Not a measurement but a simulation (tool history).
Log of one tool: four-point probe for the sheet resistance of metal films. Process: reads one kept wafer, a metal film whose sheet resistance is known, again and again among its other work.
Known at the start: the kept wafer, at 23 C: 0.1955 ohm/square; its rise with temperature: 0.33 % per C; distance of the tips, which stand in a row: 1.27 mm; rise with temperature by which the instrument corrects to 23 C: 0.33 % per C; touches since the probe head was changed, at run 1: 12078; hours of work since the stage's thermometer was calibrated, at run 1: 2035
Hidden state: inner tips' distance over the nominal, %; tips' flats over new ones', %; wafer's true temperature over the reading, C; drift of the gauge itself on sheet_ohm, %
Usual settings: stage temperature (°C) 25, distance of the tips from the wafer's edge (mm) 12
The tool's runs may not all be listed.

run	day	stage temperature (°C)	distance of the tips from the wafer's edge (mm)	touches since the probe head was changed	hours of work since the stage's thermometer was calibrated	sheet resistance as the instrument gives it (ohm/square)
1	0.000	25	12	12078	2035	0.196706
2	2.775	25	12	15909	2088	0.196745
3	4.517	25	12	18314	2121	0.196643
4	8.279	25	12	23507	2194	0.196690
5	9.942	25	12	25801	2225	0.196671
6	13.588	25	12	30830	2295	0.196631
7	15.346	25	11	33261	2329	0.196816
8	18.762	25	11	37974	2395	0.196829
# day 22.350: stage's thermometer calibrated
9	22.350	25	4	42896	0	0.205441
10	24.358	25	4	45670	39	0.205535
11	26.321	25	6	48375	76	0.200087
12	30.321	34	55	53899	153	0.195507
13	34.029	21	8	59016	224	0.198158
14	37.512	21	8	63823	291	0.198124
15	39.267	21	8	66247	325	0.198121
16	43.238	25	53	71728	401	0.195529
17	45.062	24	6	74247	436	0.200081
18	47.704	25	21	77889	486	0.195881
19	50.058	25	21	81141	532	0.195894

5 ways to go on from here, each from the tool as it stands after run 19. What would each give?
A	53.100	29	22	85338	590	?
B	53.100	27	16	85338	590	?
C	53.100	20	4	85338	590	?
D	53.100	23	10	85338	590	?
E	53.100	25	7	85338	590	?

run	sheet resistance as the instrument gives it (ohm/square)
A	0.195866
B	0.196135
C	0.205552
D	0.197160
E	0.198884
Without the tool's hidden state the same runs would have given:
run	sheet resistance as the instrument gives it (ohm/square)
A	0.195874
B	0.196143
C	0.205560
D	0.197167
E	0.198892

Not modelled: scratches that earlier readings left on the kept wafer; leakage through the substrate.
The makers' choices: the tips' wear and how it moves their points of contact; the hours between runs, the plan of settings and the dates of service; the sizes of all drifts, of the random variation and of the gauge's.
